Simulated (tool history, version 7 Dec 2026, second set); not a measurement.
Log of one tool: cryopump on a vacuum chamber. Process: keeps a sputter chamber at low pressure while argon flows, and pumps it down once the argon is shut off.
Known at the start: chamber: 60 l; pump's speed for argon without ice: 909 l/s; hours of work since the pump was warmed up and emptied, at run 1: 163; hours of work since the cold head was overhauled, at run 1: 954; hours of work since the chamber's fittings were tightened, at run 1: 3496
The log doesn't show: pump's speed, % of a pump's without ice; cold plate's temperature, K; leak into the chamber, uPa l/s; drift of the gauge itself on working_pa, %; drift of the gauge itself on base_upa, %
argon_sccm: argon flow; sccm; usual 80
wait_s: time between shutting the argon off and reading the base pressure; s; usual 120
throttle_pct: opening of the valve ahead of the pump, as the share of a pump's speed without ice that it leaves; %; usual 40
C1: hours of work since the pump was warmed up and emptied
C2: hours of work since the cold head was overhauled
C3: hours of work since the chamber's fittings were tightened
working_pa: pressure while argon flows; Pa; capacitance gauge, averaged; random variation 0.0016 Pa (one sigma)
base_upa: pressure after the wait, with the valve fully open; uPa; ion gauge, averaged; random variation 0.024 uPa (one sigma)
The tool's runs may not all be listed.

{"run": 1, "hour": 0.0, "argon_sccm": 80, "wait_s": 120, "throttle_pct": 40, "C1": 163, "C2": 954, "C3": 3496, "working_pa": 0.3772, "base_upa": 4.14}
{"run": 2, "hour": 60.3, "argon_sccm": 80, "wait_s": 120, "throttle_pct": 40, "C1": 215, "C2": 1006, "C3": 3548, "working_pa": 0.3815, "base_upa": 4.33}
{"hour": 145.2, "done": "leaking fittings of the chamber tightened, without venting"}
{"run": 3, "hour": 153.5, "argon_sccm": 80, "wait_s": 120, "throttle_pct": 40, "C1": 294, "C2": 1085, "C3": 7, "working_pa": 0.3829, "base_upa": 0.91}
{"run": 4, "hour": 191.1, "argon_sccm": 80, "wait_s": 120, "throttle_pct": 40, "C1": 326, "C2": 1117, "C3": 40, "working_pa": 0.3866, "base_upa": 0.93}
{"run": 5, "hour": 263.8, "argon_sccm": 38, "wait_s": 120, "throttle_pct": 40, "C1": 389, "C2": 1180, "C3": 102, "working_pa": 0.1819, "base_upa": 1.04}
{"run": 6, "hour": 332.4, "argon_sccm": 80, "wait_s": 120, "throttle_pct": 20, "C1": 448, "C2": 1239, "C3": 162, "working_pa": 0.7636, "base_upa": 1.08}
{"run": 7, "hour": 386.3, "argon_sccm": 80, "wait_s": 120, "throttle_pct": 20, "C1": 495, "C2": 1286, "C3": 208, "working_pa": 0.7636, "base_upa": 1.17}
{"run": 8, "hour": 428.0, "argon_sccm": 80, "wait_s": 120, "throttle_pct": 20, "C1": 531, "C2": 1322, "C3": 244, "working_pa": 0.7638, "base_upa": 1.22}
{"run": 9, "hour": 493.0, "argon_sccm": 80, "wait_s": 120, "throttle_pct": 20, "C1": 587, "C2": 1378, "C3": 300, "working_pa": 0.7611, "base_upa": 1.28}
{"run": 10, "hour": 531.5, "argon_sccm": 80, "wait_s": 120, "throttle_pct": 40, "C1": 620, "C2": 1411, "C3": 334, "working_pa": 0.3955, "base_upa": 1.25}
{"run": 11, "hour": 610.7, "argon_sccm": 80, "wait_s": 120, "throttle_pct": 18, "C1": 689, "C2": 1480, "C3": 402, "working_pa": 0.85, "base_upa": 1.4}
{"hour": 639.1, "done": "pump warmed up, emptied and cooled again"}
{"run": 12, "hour": 695.9, "argon_sccm": 80, "wait_s": 120, "throttle_pct": 18, "C1": 49, "C2": 1549, "C3": 471, "working_pa": 0.8321, "base_upa": 1.36}
{"run": 13, "hour": 747.6, "argon_sccm": 80, "wait_s": 120, "throttle_pct": 18, "C1": 94, "C2": 1594, "C3": 516, "working_pa": 0.8287, "base_upa": 1.39}
{"run": 14, "hour": 808.4, "argon_sccm": 80, "wait_s": 120, "throttle_pct": 40, "C1": 146, "C2": 1646, "C3": 569, "working_pa": 0.3786, "base_upa": 1.44}
{"run": 15, "hour": 881.9, "argon_sccm": 80, "wait_s": 120, "throttle_pct": 40, "C1": 210, "C2": 1710, "C3": 632, "working_pa": 0.3794, "base_upa": 1.55}
{"run": 16, "hour": 926.2, "argon_sccm": 80, "wait_s": 120, "throttle_pct": 40, "C1": 248, "C2": 1748, "C3": 670, "working_pa": 0.3844, "base_upa": 1.57}
{"run": 17, "hour": 1006.4, "argon_sccm": 80, "wait_s": 120, "throttle_pct": 40, "C1": 317, "C2": 1817, "C3": 740, "working_pa": 0.3847, "base_upa": 1.64}
{"run": 18, "hour": 1072.3, "argon_sccm": 89, "wait_s": 153, "throttle_pct": 22, "C1": 374, "C2": 1874, "C3": 797, "working_pa": 0.7705, "base_upa": 1.6}
{"run": 19, "hour": 1126.8, "argon_sccm": 80, "wait_s": 62, "throttle_pct": 40, "C1": 421, "C2": 1921, "C3": 844, "working_pa": 0.3869, "base_upa": 2.28}
{"run": 20, "hour": 1197.8, "argon_sccm": 80, "wait_s": 275, "throttle_pct": 24, "C1": 483, "C2": 1983, "C3": 905, "working_pa": 0.6386, "base_upa": 1.54}
{"run": 21, "hour": 1261.2, "argon_sccm": 76, "wait_s": 275, "throttle_pct": 56, "C1": 537, "C2": 2037, "C3": 960, "working_pa": 0.2725, "base_upa": 1.62}
{"run": 22, "hour": 1308.5, "argon_sccm": 99, "wait_s": 275, "throttle_pct": 15, "C1": 578, "C2": 2078, "C3": 1001, "working_pa": 1.2612, "base_upa": 1.74}
{"run": 23, "hour": 1365.7, "argon_sccm": 149, "wait_s": 123, "throttle_pct": 27, "C1": 628, "C2": 2128, "C3": 1050, "working_pa": 1.0687, "base_upa": 2.08}
{"run": 24, "hour": 1449.6, "argon_sccm": 155, "wait_s": 120, "throttle_pct": 40, "C1": 700, "C2": 2200, "C3": 1123, "working_pa": 0.771, "base_upa": 2.2}
{"hour": 1461.1, "done": "pump warmed up, emptied and cooled again"}
{"run": 25, "hour": 1517.4, "argon_sccm": 42, "wait_s": 97, "throttle_pct": 26, "C1": 49, "C2": 2254, "C3": 1177, "working_pa": 0.3051, "base_upa": 2.11}
{"run": 26, "hour": 1589.3, "argon_sccm": 69, "wait_s": 120, "throttle_pct": 60, "C1": 111, "C2": 2317, "C3": 1239, "working_pa": 0.2207, "base_upa": 2.11}
{"run": 27, "hour": 1643.2, "argon_sccm": 145, "wait_s": 120, "throttle_pct": 39, "C1": 157, "C2": 2363, "C3": 1286, "working_pa": 0.7135, "base_upa": 2.17}
{"run": 28, "hour": 1711.3, "argon_sccm": 44, "wait_s": 152, "throttle_pct": 53, "C1": 216, "C2": 2422, "C3": 1344, "working_pa": 0.1605, "base_upa": 2.07}
{"run": 29, "hour": 1795.8, "argon_sccm": 44, "wait_s": 152, "throttle_pct": 53, "C1": 289, "C2": 2495, "C3": 1417, "working_pa": 0.1629, "base_upa": 2.27}
{"run": 30, "hour": 1863.0, "argon_sccm": 44, "wait_s": 152, "throttle_pct": 53, "C1": 347, "C2": 2553, "C3": 1475, "working_pa": 0.1649, "base_upa": 2.31}
{"run": 31, "hour": 1905.7, "argon_sccm": 44, "wait_s": 152, "throttle_pct": 53, "C1": 384, "C2": 2590, "C3": 1512, "working_pa": 0.1638, "base_upa": 2.41}
{"run": 32, "hour": 1954.6, "argon_sccm": 66, "wait_s": 144, "throttle_pct": 24, "C1": 426, "C2": 2632, "C3": 1555, "working_pa": 0.5285, "base_upa": 2.34}
{"run": 33, "hour": 1994.9, "argon_sccm": 115, "wait_s": 144, "throttle_pct": 24, "C1": 461, "C2": 2667, "C3": 1589, "working_pa": 0.9177, "base_upa": 2.48}

Forecast each of these 4 alternatives for the next run:
{"run": "A", "hour": 2041.4, "argon_sccm": 107, "wait_s": 144, "throttle_pct": 48, "C1": 501, "C2": 2707, "C3": 1630, "working_pa": "?", "base_upa": "?"}
{"run": "B", "hour": 2041.4, "argon_sccm": 115, "wait_s": 144, "throttle_pct": 25, "C1": 501, "C2": 2707, "C3": 1630, "working_pa": "?", "base_upa": "?"}
{"run": "C", "hour": 2041.4, "argon_sccm": 37, "wait_s": 20, "throttle_pct": 40, "C1": 501, "C2": 2707, "C3": 1630, "working_pa": "?", "base_upa": "?"}
{"run": "D", "hour": 2041.4, "argon_sccm": 91, "wait_s": 106, "throttle_pct": 31, "C1": 501, "C2": 2707, "C3": 1630, "working_pa": "?", "base_upa": "?"}

run=A working_pa=0.4422 base_upa=2.52
run=B working_pa=0.8877 base_upa=2.61
run=C working_pa=0.1817 base_upa=5.19
run=D working_pa=0.5719 base_upa=2.69
Without the tool's hidden state the same runs would have given:
run=A working_pa=0.4126 base_upa=0.71
run=B working_pa=0.8557 base_upa=0.77
run=C working_pa=0.1714 base_upa=3.35
run=D working_pa=0.5465 base_upa=0.87
